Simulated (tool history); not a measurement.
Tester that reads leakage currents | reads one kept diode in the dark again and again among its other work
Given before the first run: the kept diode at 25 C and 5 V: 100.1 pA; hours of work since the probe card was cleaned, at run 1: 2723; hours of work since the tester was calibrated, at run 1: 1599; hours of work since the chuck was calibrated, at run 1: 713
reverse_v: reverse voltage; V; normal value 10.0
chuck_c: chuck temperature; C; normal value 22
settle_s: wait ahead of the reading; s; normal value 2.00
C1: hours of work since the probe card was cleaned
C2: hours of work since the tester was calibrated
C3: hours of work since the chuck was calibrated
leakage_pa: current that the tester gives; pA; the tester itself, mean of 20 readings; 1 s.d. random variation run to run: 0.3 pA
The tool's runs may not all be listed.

Run 1, hour 0.0: usual settings; C1 2723; C2 1599; C3 713. Result: leakage_pa 123.52 pA.
Run 2, hour 114.9: usual settings; C1 2777; C2 1652; C3 766. Result: leakage_pa 124.77 pA.
Run 3, hour 211.3: usual settings; C1 2821; C2 1697; C3 811. Result: leakage_pa 125.76 pA.
Run 4, hour 300.5: usual settings but reverse_v 1.1 V; C1 2863; C2 1738; C3 852. Result: leakage_pa 52.00 pA.
Run 5, hour 407.4: usual settings but settle_s 7.05 s; C1 2912; C2 1788; C3 902. Result: leakage_pa 126.49 pA.
Run 6, hour 524.6: usual settings but settle_s 7.05 s; C1 2967; C2 1842; C3 956. Result: leakage_pa 128.08 pA.
Run 7, hour 694.3: usual settings but settle_s 7.05 s; C1 3046; C2 1921; C3 1035. Result: leakage_pa 129.39 pA.
Run 8, hour 768.7: usual settings but settle_s 4.87 s; C1 3080; C2 1956; C3 1069. Result: leakage_pa 129.13 pA.
Run 9, hour 910.1: usual settings; C1 3146; C2 2021; C3 1135. Result: leakage_pa 131.53 pA.
Run 10, hour 1070.1: usual settings; C1 3220; C2 2096; C3 1209. Result: leakage_pa 133.05 pA.
Run 11, hour 1163.8: usual settings; C1 3264; C2 2139; C3 1253. Result: leakage_pa 134.07 pA.
Run 12, hour 1310.3: usual settings; C1 3332; C2 2207; C3 1321. Result: leakage_pa 134.67 pA.
Run 13, hour 1386.9: usual settings; C1 3367; C2 2243; C3 1356. Result: leakage_pa 135.57 pA.
At hour 1433.8: chuck's temperature calibrated.
Run 14, hour 1484.5: usual settings; C1 3412; C2 2287; C3 24. Result: leakage_pa 120.52 pA.
Run 15, hour 1612.3: usual settings but chuck_c 23 C; C1 3471; C2 2347; C3 83. Result: leakage_pa 131.84 pA.
Run 16, hour 1701.2: usual settings but chuck_c 23 C; C1 3512; C2 2388; C3 124. Result: leakage_pa 131.68 pA.
Run 17, hour 1850.6: usual settings but chuck_c 23 C; C1 3582; C2 2457; C3 194. Result: leakage_pa 131.90 pA.
Run 18, hour 2029.9: usual settings but chuck_c 41 C; C1 3665; C2 2540; C3 277. Result: leakage_pa 515.50 pA.
At hour 2071.6: probe card cleaned and baked.
Run 19, hour 2137.3: usual settings but chuck_c 41 C; C1 30; C2 2589; C3 325. Result: leakage_pa 495.94 pA.
Run 20, hour 2315.8: usual settings but chuck_c 41 C; C1 113; C2 2672; C3 408. Result: leakage_pa 501.19 pA.
Run 21, hour 2404.5: usual settings but chuck_c 41 C; C1 155; C2 2713; C3 449. Result: leakage_pa 501.53 pA.
Run 22, hour 2581.7: usual settings but reverse_v 1.2 V, chuck_c 40 C, settle_s 3.84 s; C1 237; C2 2795; C3 532. Result: leakage_pa 222.46 pA.
Run 23, hour 2665.9: usual settings but chuck_c 23 C, settle_s 0.31 s; C1 276; C2 2834; C3 571. Result: leakage_pa 118.60 pA.
At hour 2679.6: tester calibrated.
Run 24, hour 2777.6: usual settings but reverse_v 10.6 V, chuck_c 28 C, settle_s 1.02 s; C1 327; C2 45; C3 622. Result: leakage_pa 185.76 pA.
Run 25, hour 2885.6: usual settings but reverse_v 6.2 V, chuck_c 37 C, settle_s 4.84 s; C1 377; C2 96; C3 672. Result: leakage_pa 321.87 pA.
Run 26, hour 3015.4: usual settings but reverse_v 14.0 V, settle_s 1.74 s; C1 437; C2 156; C3 732. Result: leakage_pa 126.61 pA.
Run 27, hour 3104.7: usual settings but settle_s 0.61 s; C1 479; C2 197; C3 773. Result: leakage_pa 112.84 pA.
At hour 3153.1: tester calibrated, once more.
Run 28, hour 3238.0: usual settings but reverse_v 2.8 V, chuck_c 40 C, settle_s 0.99 s; C1 540; C2 39; C3 834. Result: leakage_pa 305.76 pA.
Run 29, hour 3372.9: usual settings but reverse_v 2.8 V, chuck_c 40 C, settle_s 0.99 s; C1 602; C2 102; C3 897. Result: leakage_pa 307.94 pA.
Run 30, hour 3529.2: usual settings but reverse_v 10.5 V, chuck_c 40 C, settle_s 7.13 s; C1 675; C2 175; C3 970. Result: leakage_pa 493.25 pA.
Run 31, hour 3616.6: usual settings but reverse_v 10.5 V, chuck_c 40 C, settle_s 7.13 s; C1 715; C2 215; C3 1010. Result: leakage_pa 497.92 pA.
Run 32, hour 3765.3: usual settings but reverse_v 2.5 V, chuck_c 20 C, settle_s 9.45 s; C1 784; C2 284; C3 1079. Result: leakage_pa 57.49 pA.
Run 33, hour 3920.1: usual settings but reverse_v 2.3 V, settle_s 0.64 s; C1 856; C2 356; C3 1151. Result: leakage_pa 68.07 pA.
Run 34, hour 4068.2: usual settings but reverse_v 2.5 V, chuck_c 43 C, settle_s 6.88 s; C1 925; C2 425; C3 1220. Result: leakage_pa 384.85 pA.
Run 35, hour 4221.8: usual settings but reverse_v 19.8 V, settle_s 1.32 s; C1 996; C2 496; C3 1291. Result: leakage_pa 155.85 pA.
Run 36, hour 4353.5: usual settings but reverse_v 19.8 V, settle_s 1.32 s; C1 1058; C2 557; C3 1352. Result: leakage_pa 158.11 pA.
At hour 4417.1: chuck's temperature calibrated.
Run 37, hour 4463.2: usual settings but reverse_v 1.9 V, chuck_c 57 C, settle_s 9.63 s; C1 1108; C2 607; C3 21. Result: leakage_pa 906.77 pA.
Run 38, hour 4558.7: usual settings but reverse_v 6.5 V, chuck_c 21 C, settle_s 2.65 s; C1 1152; C2 652; C3 66. Result: leakage_pa 84.62 pA.
Run 39, hour 4737.6: usual settings but reverse_v 6.5 V, chuck_c 21 C, settle_s 2.65 s; C1 1235; C2 735; C3 149. Result: leakage_pa 86.42 pA.

Measured result minus the same run's result without the hidden state. Both carry the same run-to-run variation, though not necessarily the same gauge scatter:
Hidden state present: stray current of the dirty probe card, pA a volt; current scale over the true one, %; true chuck temperature over the reading, C; drift of the gauge itself on leakage_pa, %.
run  leakage_pa
  1      +24.90
  2      +25.89
  3      +26.80
  4       +6.55
  5      +28.38
  6      +29.52
  7      +31.00
  8      +31.42
  9      +32.90
 10      +34.34
 11      +35.17
 12      +36.23
 13      +37.01
 14      +21.82
 15      +23.15
 16      +23.73
 17      +24.74
 18      +38.02
 19      +17.90
 20      +22.48
 21      +24.72
 22      +12.45
 23       +9.10
 24      +15.91
 25      +26.10
 26      +14.90
 27      +13.25
 28      +22.41
 29      +24.58
 30      +45.33
 31      +47.72
 32       +7.19
 33       +8.69
 34      +41.52
 35      +30.42
 36      +32.30
 37      +20.21
 38       +7.24
 39       +8.44
